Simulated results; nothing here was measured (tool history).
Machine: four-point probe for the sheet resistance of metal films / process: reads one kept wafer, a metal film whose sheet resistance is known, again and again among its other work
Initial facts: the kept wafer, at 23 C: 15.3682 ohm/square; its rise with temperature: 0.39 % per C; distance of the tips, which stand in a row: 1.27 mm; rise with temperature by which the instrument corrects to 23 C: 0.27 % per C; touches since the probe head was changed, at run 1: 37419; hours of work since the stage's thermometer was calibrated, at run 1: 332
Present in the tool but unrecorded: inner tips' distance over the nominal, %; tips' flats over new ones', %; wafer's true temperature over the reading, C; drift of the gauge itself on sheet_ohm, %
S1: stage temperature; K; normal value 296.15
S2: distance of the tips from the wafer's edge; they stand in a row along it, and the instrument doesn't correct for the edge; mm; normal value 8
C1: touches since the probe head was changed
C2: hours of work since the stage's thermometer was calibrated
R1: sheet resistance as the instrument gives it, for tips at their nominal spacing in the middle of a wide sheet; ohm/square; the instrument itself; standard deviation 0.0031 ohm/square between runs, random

run   hour      S1  S2     C1   C2         R1
  1      0  296.15   8  37419  332  15.575554
  2   57.9  291.15   8  38815  366  15.478029
  3  111.7  291.15   8  40111  398  15.484449
  4  155.2  291.15   8  41160  424  15.475288
  5  188.4  296.15  58  41961  443  15.369521
  6  212.6  296.15   8  42545  458  15.576682
  7  269.3  296.15   8  43911  491  15.579364
  8    303  305.15  42  44723  511   15.53914
  9  352.2  300.15  64  45910  540  15.442322
 10  380.9  292.15   3  46602  557  16.630121
 11  421.4  291.15   4  47580  581  16.056598
 12  474.6  292.15  12  48863  612  15.385174
 13    502  304.15   7  49523  629  15.780792

Forecast each of these 5 alternatives for the next run:
  A  536.8  303.15   9  50362  649   ?
  B  536.8  299.15   5  50362  649   ?
  C  536.8  296.15  19  50362  649   ?
  D  536.8  304.15   9  50362  649   ?
  E  536.8  292.15   8  50362  649   ?

run         R1
  A  15.661067
  B  15.934947
  C   15.40387
  D  15.680213
  E  15.497227
Without the tool's unlogged condition, the same runs would have read:
run         R1
  A   15.66139
  B  15.935278
  C  15.404191
  D  15.680537
  E  15.497552
